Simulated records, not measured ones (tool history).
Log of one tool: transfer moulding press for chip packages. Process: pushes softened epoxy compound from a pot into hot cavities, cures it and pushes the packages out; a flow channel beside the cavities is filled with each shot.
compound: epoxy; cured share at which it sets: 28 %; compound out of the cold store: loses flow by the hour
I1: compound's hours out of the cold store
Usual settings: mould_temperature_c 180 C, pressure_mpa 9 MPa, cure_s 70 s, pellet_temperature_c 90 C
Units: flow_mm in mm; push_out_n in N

{"run": 1, "hour": 0.0, "mould_temperature_c": 180, "pressure_mpa": 9, "cure_s": 70, "pellet_temperature_c": 90, "I1": 31.9, "flow_mm": 840, "push_out_n": 869}
{"run": 2, "hour": 15.5, "mould_temperature_c": 180, "pressure_mpa": 9, "cure_s": 70, "pellet_temperature_c": 90, "I1": 37, "flow_mm": 788, "push_out_n": 998}
{"run": 3, "hour": 25.6, "mould_temperature_c": 180, "pressure_mpa": 9, "cure_s": 70, "pellet_temperature_c": 90, "I1": 24.5, "flow_mm": 872, "push_out_n": 1147}
{"run": 4, "hour": 45.7, "mould_temperature_c": 180, "pressure_mpa": 9, "cure_s": 70, "pellet_temperature_c": 90, "I1": 19.3, "flow_mm": 907, "push_out_n": 1364}
{"run": 5, "hour": 63.1, "mould_temperature_c": 172, "pressure_mpa": 9, "cure_s": 70, "pellet_temperature_c": 90, "I1": 40.2, "flow_mm": 781, "push_out_n": 2253}
{"run": 6, "hour": 81.8, "mould_temperature_c": 172, "pressure_mpa": 9, "cure_s": 70, "pellet_temperature_c": 90, "I1": 22.1, "flow_mm": 895, "push_out_n": 2548}
{"hour": 84.7, "done": "cavities cleaned with cleaning compound and waxed"}
{"run": 7, "hour": 97.2, "mould_temperature_c": 172, "pressure_mpa": 9, "cure_s": 70, "pellet_temperature_c": 90, "I1": 28.4, "flow_mm": 853, "push_out_n": 1653}
{"run": 8, "hour": 110.7, "mould_temperature_c": 172, "pressure_mpa": 9, "cure_s": 70, "pellet_temperature_c": 90, "I1": 8.5, "flow_mm": 983, "push_out_n": 2038}
{"run": 9, "hour": 122.1, "mould_temperature_c": 172, "pressure_mpa": 9, "cure_s": 70, "pellet_temperature_c": 90, "I1": 32.4, "flow_mm": 821, "push_out_n": 1942}
{"run": 10, "hour": 130.7, "mould_temperature_c": 172, "pressure_mpa": 9, "cure_s": 70, "pellet_temperature_c": 90, "I1": 30.8, "flow_mm": 839, "push_out_n": 2059}
{"run": 11, "hour": 149.5, "mould_temperature_c": 172, "pressure_mpa": 9, "cure_s": 70, "pellet_temperature_c": 90, "I1": 37.6, "flow_mm": 782, "push_out_n": 2257}
{"run": 12, "hour": 161.3, "mould_temperature_c": 180, "pressure_mpa": 6.84, "cure_s": 70, "pellet_temperature_c": 90, "I1": 35.6, "flow_mm": 674, "push_out_n": 1394}
{"run": 13, "hour": 171.7, "mould_temperature_c": 180, "pressure_mpa": 6.84, "cure_s": 70, "pellet_temperature_c": 90, "I1": 22.7, "flow_mm": 739, "push_out_n": 1530}
{"hour": 174.7, "done": "cavities cleaned with cleaning compound and waxed"}
{"run": 14, "hour": 181.7, "mould_temperature_c": 180, "pressure_mpa": 9, "cure_s": 70, "pellet_temperature_c": 90, "I1": 21.7, "flow_mm": 863, "push_out_n": 961}
{"run": 15, "hour": 195.9, "mould_temperature_c": 179, "pressure_mpa": 9, "cure_s": 70, "pellet_temperature_c": 90, "I1": 29.1, "flow_mm": 810, "push_out_n": 1192}
{"hour": 199.9, "done": "plunger's sealing rings changed"}
{"run": 16, "hour": 209.1, "mould_temperature_c": 179, "pressure_mpa": 9, "cure_s": 70, "pellet_temperature_c": 90, "I1": 42.9, "flow_mm": 799, "push_out_n": 1144}
{"run": 17, "hour": 228.5, "mould_temperature_c": 180, "pressure_mpa": 8.61, "cure_s": 94, "pellet_temperature_c": 90, "I1": 19, "flow_mm": 928, "push_out_n": 829}
{"run": 18, "hour": 244.3, "mould_temperature_c": 180, "pressure_mpa": 9, "cure_s": 94, "pellet_temperature_c": 80, "I1": 42.1, "flow_mm": 798, "push_out_n": 858}
{"run": 19, "hour": 263.5, "mould_temperature_c": 180, "pressure_mpa": 9.13, "cure_s": 84, "pellet_temperature_c": 97, "I1": 36.3, "flow_mm": 830, "push_out_n": 978}
{"hour": 267.6, "done": "cavities cleaned with cleaning compound and waxed"}
{"run": 20, "hour": 278.8, "mould_temperature_c": 182, "pressure_mpa": 9.79, "cure_s": 59, "pellet_temperature_c": 98, "I1": 42, "flow_mm": 825, "push_out_n": 1170}
{"run": 21, "hour": 288.4, "mould_temperature_c": 180, "pressure_mpa": 7.22, "cure_s": 60, "pellet_temperature_c": 90, "I1": 26.9, "flow_mm": 789, "push_out_n": 1636}
{"run": 22, "hour": 296.8, "mould_temperature_c": 180, "pressure_mpa": 7.18, "cure_s": 95, "pellet_temperature_c": 90, "I1": 36.5, "flow_mm": 724, "push_out_n": 653}
{"run": 23, "hour": 305.5, "mould_temperature_c": 180, "pressure_mpa": 7.18, "cure_s": 95, "pellet_temperature_c": 90, "I1": 29, "flow_mm": 759, "push_out_n": 707}
{"run": 24, "hour": 323.2, "mould_temperature_c": 180, "pressure_mpa": 8.57, "cure_s": 57, "pellet_temperature_c": 85, "I1": 11.8, "flow_mm": 945, "push_out_n": 2492}
{"run": 25, "hour": 335.3, "mould_temperature_c": 180, "pressure_mpa": 8.57, "cure_s": 57, "pellet_temperature_c": 85, "I1": 17.4, "flow_mm": 933, "push_out_n": 2636}
{"run": 26, "hour": 352.3, "mould_temperature_c": 180, "pressure_mpa": 8.57, "cure_s": 57, "pellet_temperature_c": 85, "I1": 46.8, "flow_mm": 737, "push_out_n": 2314}
{"hour": 358.5, "done": "cavities cleaned with cleaning compound and waxed"}
{"run": 27, "hour": 365.3, "mould_temperature_c": 180, "pressure_mpa": 10.51, "cure_s": 57, "pellet_temperature_c": 88, "I1": 18.3, "flow_mm": 992, "push_out_n": 1634}
{"run": 28, "hour": 381.6, "mould_temperature_c": 180, "pressure_mpa": 10.51, "cure_s": 57, "pellet_temperature_c": 88, "I1": 36, "flow_mm": 874, "push_out_n": 1827}
{"run": 29, "hour": 390.8, "mould_temperature_c": 182, "pressure_mpa": 10.64, "cure_s": 67, "pellet_temperature_c": 86, "I1": 26.2, "flow_mm": 933, "push_out_n": 1203}

3 ways to go on from here, each from the tool as it stands after run 29. What would each give?
{"run": "A", "hour": 408.8, "mould_temperature_c": 182, "pressure_mpa": 9.78, "cure_s": 67, "pellet_temperature_c": 86, "I1": 46.1, "flow_mm": "?", "push_out_n": "?"}
{"run": "B", "hour": 408.8, "mould_temperature_c": 177, "pressure_mpa": 10.64, "cure_s": 82, "pellet_temperature_c": 81, "I1": 24.5, "flow_mm": "?", "push_out_n": "?"}
{"run": "C", "hour": 408.8, "mould_temperature_c": 179, "pressure_mpa": 8.54, "cure_s": 59, "pellet_temperature_c": 90, "I1": 39.4, "flow_mm": "?", "push_out_n": "?"}

run=A flow_mm=766 push_out_n=1225
run=B flow_mm=965 push_out_n=1140
run=C flow_mm=753 push_out_n=2090
Without the tool's hidden state the same runs would have given:
run=A flow_mm=809 push_out_n=754
run=B flow_mm=1019 push_out_n=701
run=C flow_mm=796 push_out_n=1293
